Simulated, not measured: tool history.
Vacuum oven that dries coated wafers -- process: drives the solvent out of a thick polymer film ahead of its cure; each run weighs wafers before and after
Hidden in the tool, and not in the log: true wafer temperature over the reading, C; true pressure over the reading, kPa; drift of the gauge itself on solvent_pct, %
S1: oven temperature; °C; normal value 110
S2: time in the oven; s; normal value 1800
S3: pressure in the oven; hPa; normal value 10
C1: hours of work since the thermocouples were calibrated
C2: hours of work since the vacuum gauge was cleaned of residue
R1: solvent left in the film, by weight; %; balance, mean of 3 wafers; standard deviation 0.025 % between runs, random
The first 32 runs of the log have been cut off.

Run 33, hour 329.4: usual settings but S1 112 °C, S2 1440 s, S3 19.2 hPa; C1 869; C2 611. Result: R1 4.26 %.
Run 34, hour 339.2: usual settings but S1 123 °C, S2 1440 s, S3 5.6 hPa; C1 876; C2 618. Result: R1 1.65 %.
Run 35, hour 350.5: usual settings but S1 118 °C; C1 885; C2 627. Result: R1 1.88 %.
Run 36, hour 364.1: usual settings but S1 115 °C, S2 2280 s, S3 7.7 hPa; C1 895; C2 637. Result: R1 1.5 %.
Run 37, hour 373.4: usual settings but S1 109 °C, S2 1980 s, S3 17.3 hPa; C1 902; C2 644. Result: R1 3.52 %.
Run 38, hour 380.8: usual settings but S2 1020 s, S3 9 hPa; C1 908; C2 650. Result: R1 5.75 %.
Run 39, hour 393: usual settings but S3 9 hPa; C1 917; C2 659. Result: R1 3.2 %.
Run 40, hour 402.1: usual settings but S3 33.3 hPa; C1 924; C2 666. Result: R1 4.62 %.
Run 41, hour 409.4: usual settings but S2 1680 s, S3 33.3 hPa; C1 930; C2 672. Result: R1 4.81 %.
Run 42, hour 422.4: usual settings but S1 95 °C, S2 1860 s, S3 29.3 hPa; C1 940; C2 682. Result: R1 7.93 %.
Run 43, hour 435.2: usual settings but S1 105 °C, S2 1860 s, S3 14.9 hPa; C1 949; C2 691. Result: R1 4.51 %.
Run 44, hour 449.4: usual settings but S1 120 °C, S2 1140 s, S3 37.3 hPa; C1 960; C2 702. Result: R1 4.32 %.
Run 45, hour 456.5: usual settings but S1 123 °C, S2 2640 s, S3 22 hPa; C1 966; C2 708. Result: R1 1.21 %.
Run 46, hour 467.5: usual settings but S1 113 °C, S3 14.2 hPa; C1 974; C2 716. Result: R1 2.91 %.
Run 47, hour 475.1: usual settings but S1 111 °C, S3 14.2 hPa; C1 980; C2 722. Result: R1 3.3 %.

Each row is a separate what-if for the run after 47, all from the same tool condition, not one after another. Results?
Run A, hour 481.8: usual settings but S1 103 °C, S2 1260 s, S3 28.9 hPa; C1 985; C2 727. Result: R1 ?.
Run B, hour 481.8: usual settings but S1 111 °C, S2 900 s, S3 26.1 hPa; C1 985; C2 727. Result: R1 ?.
Run C, hour 481.8: usual settings but S2 2280 s, S3 6.8 hPa; C1 985; C2 727. Result: R1 ?.
Run D, hour 481.8: usual settings but S1 119 °C, S2 1620 s, S3 14.2 hPa; C1 985; C2 727. Result: R1 ?.

run    R1
  A  7.46
  B  6.86
  C  2.19
  D  2.23
Take away the tool's hidden state, keep each run's random variation, and the runs would have read:
run    R1
  A   7.7
  B  7.11
  C  2.33
  D  2.38

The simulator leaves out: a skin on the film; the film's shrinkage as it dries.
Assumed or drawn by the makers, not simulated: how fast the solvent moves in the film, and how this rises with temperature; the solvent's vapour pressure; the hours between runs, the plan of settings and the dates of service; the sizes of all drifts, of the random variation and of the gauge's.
